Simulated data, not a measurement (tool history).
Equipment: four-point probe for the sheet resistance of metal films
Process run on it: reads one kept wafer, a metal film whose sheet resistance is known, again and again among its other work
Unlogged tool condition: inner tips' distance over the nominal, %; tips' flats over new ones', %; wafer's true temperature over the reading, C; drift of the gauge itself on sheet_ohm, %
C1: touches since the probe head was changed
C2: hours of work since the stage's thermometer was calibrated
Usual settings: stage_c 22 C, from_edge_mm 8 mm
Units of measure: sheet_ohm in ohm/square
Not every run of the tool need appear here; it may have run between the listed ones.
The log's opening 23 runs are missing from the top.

Run 24, hour 1595.9: usual settings but stage_c 30 C, from_edge_mm 55 mm; C1 45237; C2 404. Result: sheet_ohm 26.958832 ohm/square.
Run 25, hour 1651.9: usual settings but stage_c 24 C, from_edge_mm 44 mm; C1 46047; C2 434. Result: sheet_ohm 26.858680 ohm/square.
Run 26, hour 1711.9: usual settings but from_edge_mm 13 mm; C1 46915; C2 467. Result: sheet_ohm 26.921307 ohm/square.
Run 27, hour 1804.5: usual settings but stage_c 27 C, from_edge_mm 5 mm; C1 48254; C2 517. Result: sheet_ohm 27.484070 ohm/square.
Run 28, hour 1858.6: usual settings but stage_c 27 C, from_edge_mm 5 mm; C1 49037; C2 547. Result: sheet_ohm 27.475808 ohm/square.
Run 29, hour 1922.2: usual settings but stage_c 18 C, from_edge_mm 62 mm; C1 49958; C2 582. Result: sheet_ohm 26.767495 ohm/square.
Run 30, hour 2004.6: usual settings but stage_c 26 C, from_edge_mm 22 mm; C1 51150; C2 626. Result: sheet_ohm 26.934816 ohm/square.
Run 31, hour 2091.6: usual settings but stage_c 34 C; C1 52410; C2 674. Result: sheet_ohm 27.265592 ohm/square.
Run 32, hour 2137.9: usual settings but stage_c 29 C, from_edge_mm 48 mm; C1 53079; C2 699. Result: sheet_ohm 26.969285 ohm/square.
Run 33, hour 2184.7: usual settings but from_edge_mm 9 mm; C1 53756; C2 725. Result: sheet_ohm 27.021991 ohm/square.
Run 34, hour 2272.0: usual settings but stage_c 21 C, from_edge_mm 38 mm; C1 55020; C2 772. Result: sheet_ohm 26.839234 ohm/square.
Run 35, hour 2365.1: usual settings but stage_c 21 C, from_edge_mm 38 mm; C1 56366; C2 823. Result: sheet_ohm 26.831491 ohm/square.
Run 36, hour 2416.7: usual settings but stage_c 21 C, from_edge_mm 45 mm; C1 57114; C2 851. Result: sheet_ohm 26.840684 ohm/square.
Run 37, hour 2460.5: usual settings but stage_c 21 C, from_edge_mm 45 mm; C1 57748; C2 875. Result: sheet_ohm 26.843574 ohm/square.
Run 38, hour 2550.1: usual settings but from_edge_mm 18 mm; C1 59044; C2 924. Result: sheet_ohm 26.891015 ohm/square.
Run 39, hour 2645.7: usual settings but from_edge_mm 18 mm; C1 60427; C2 976. Result: sheet_ohm 26.903663 ohm/square.
Run 40, hour 2721.2: usual settings but from_edge_mm 18 mm; C1 61519; C2 1017. Result: sheet_ohm 26.899476 ohm/square.
Run 41, hour 2772.5: usual settings but stage_c 19 C, from_edge_mm 30 mm; C1 62262; C2 1045. Result: sheet_ohm 26.826968 ohm/square.
Run 42, hour 2833.2: usual settings but stage_c 18 C, from_edge_mm 32 mm; C1 63140; C2 1078. Result: sheet_ohm 26.798416 ohm/square.
Run 43, hour 2900.6: usual settings but stage_c 28 C, from_edge_mm 34 mm; C1 64115; C2 1115. Result: sheet_ohm 26.979231 ohm/square.
Run 44, hour 2985.0: usual settings but stage_c 27 C, from_edge_mm 38 mm; C1 65337; C2 1161. Result: sheet_ohm 26.955340 ohm/square.

4 options for the next run, each taken on its own from the tool as it stands now. Forecast them:
Run A, hour 3033.1: usual settings but stage_c 24 C, from_edge_mm 38 mm; C1 66033; C2 1187. Result: sheet_ohm ?.
Run B, hour 3033.1: usual settings but stage_c 31 C, from_edge_mm 49 mm; C1 66033; C2 1187. Result: sheet_ohm ?.
Run C, hour 3033.1: usual settings but stage_c 28 C, from_edge_mm 38 mm; C1 66033; C2 1187. Result: sheet_ohm ?.
Run D, hour 3033.1: usual settings but stage_c 27 C, from_edge_mm 74 mm; C1 66033; C2 1187. Result: sheet_ohm ?.

run  sheet_ohm
  A  26.912670
  B  27.014557
  C  26.969221
  D  26.951783
Stripped of hidden state, with their random variation kept, the same runs would have yielded:
run  sheet_ohm
  A  26.704440
  B  26.806114
  C  26.760886
  D  26.743497

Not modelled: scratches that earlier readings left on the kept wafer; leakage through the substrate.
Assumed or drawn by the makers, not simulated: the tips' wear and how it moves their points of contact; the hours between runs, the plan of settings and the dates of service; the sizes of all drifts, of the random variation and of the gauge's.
